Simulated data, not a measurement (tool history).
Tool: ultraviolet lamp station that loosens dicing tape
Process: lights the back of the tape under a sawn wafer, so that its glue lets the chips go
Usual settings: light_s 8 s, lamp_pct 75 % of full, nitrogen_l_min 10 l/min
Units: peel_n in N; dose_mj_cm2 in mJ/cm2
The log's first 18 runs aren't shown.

| run | day | light_s | lamp_pct | nitrogen_l_min | hours of work of the lamp | hours of work since the window was cleaned | peel_n | dose_mj_cm2 |
|---|---|---|---|---|---|---|---|---|
| 19 | 16.746 | 8 | 75 | 10 | 772 | 15 | 1.150 | 520 |
| 20 | 17.358 | 8 | 75 | 3 | 780 | 22 | 2.799 | 525 |
| 21 | 18.625 | 8 | 75 | 3 | 795 | 37 | 2.742 | 529 |
| 22 | 19.942 | 13 | 94 | 14 | 811 | 53 | 0.144 | 1071 |
| 23 | 20.971 | 6 | 60 | 4 | 823 | 65 | 4.290 | 313 |
| 24 | 22.325 | 6 | 66 | 4 | 839 | 82 | 3.675 | 346 |
| 25 | 23.279 | 10 | 75 | 10 | 851 | 93 | 0.744 | 658 |
| 26 | 24.071 | 10 | 75 | 10 | 860 | 103 | 0.745 | 652 |
| 27 | 25.121 | 11 | 79 | 6 | 873 | 115 | 0.860 | 754 |
| 28 | 25.692 | 16 | 82 | 9 | 880 | 122 | 0.190 | 1136 |
| 29 | 26.646 | 6 | 82 | 9 | 891 | 134 | 1.884 | 430 |
| 30 | 27.600 | 6 | 82 | 9 | 903 | 145 | 1.896 | 431 |
| 31 | 28.412 | 5 | 72 | 7 | 913 | 155 | 3.274 | 315 |
| 32 | 29.408 | 5 | 75 | 10 | 925 | 167 | 2.575 | 326 |
| 33 | 30.750 | 5 | 75 | 10 | 941 | 183 | 2.591 | 326 |
| 34 | 31.642 | 8 | 93 | 10 | 952 | 194 | 0.752 | 653 |
| 35 | 33.017 | 7 | 75 | 9 | 968 | 211 | 1.685 | 458 |
| 36 | 34.404 | 5 | 84 | 3 | 985 | 227 | 3.920 | 367 |
| 37 | 35.425 | 11 | 75 | 10 | 997 | 240 | 0.570 | 716 |
| 38 | 36.504 | 11 | 75 | 14 | 1010 | 253 | 0.426 | 722 |
| 39 | 37.596 | 4 | 75 | 19 | 1023 | 266 | 2.506 | 259 |
| 40 | 38.171 | 9 | 75 | 17 | 1030 | 273 | 0.595 | 587 |
| 41 | 39.479 | 5 | 80 | 14 | 1046 | 288 | 2.019 | 348 |

Forecast each of these 5 alternatives for the next run:
| A | 40.292 | 8 | 64 | 11 | 1056 | 298 | ? | ? |
| B | 40.292 | 8 | 70 | 10 | 1056 | 298 | ? | ? |
| C | 40.292 | 7 | 71 | 5 | 1056 | 298 | ? | ? |
| D | 40.292 | 5 | 67 | 14 | 1056 | 298 | ? | ? |
| E | 40.292 | 8 | 79 | 10 | 1056 | 298 | ? | ? |

| run | peel_n | dose_mj_cm2 |
|---|---|---|
| A | 1.564 | 451 |
| B | 1.435 | 487 |
| C | 2.555 | 440 |
| D | 2.498 | 292 |
| E | 1.104 | 548 |
Without the tool's hidden state the same runs would have given:
| run | peel_n | dose_mj_cm2 |
|---|---|---|
| A | 1.552 | 453 |
| B | 1.424 | 489 |
| C | 2.541 | 441 |
| D | 2.484 | 293 |
| E | 1.095 | 551 |

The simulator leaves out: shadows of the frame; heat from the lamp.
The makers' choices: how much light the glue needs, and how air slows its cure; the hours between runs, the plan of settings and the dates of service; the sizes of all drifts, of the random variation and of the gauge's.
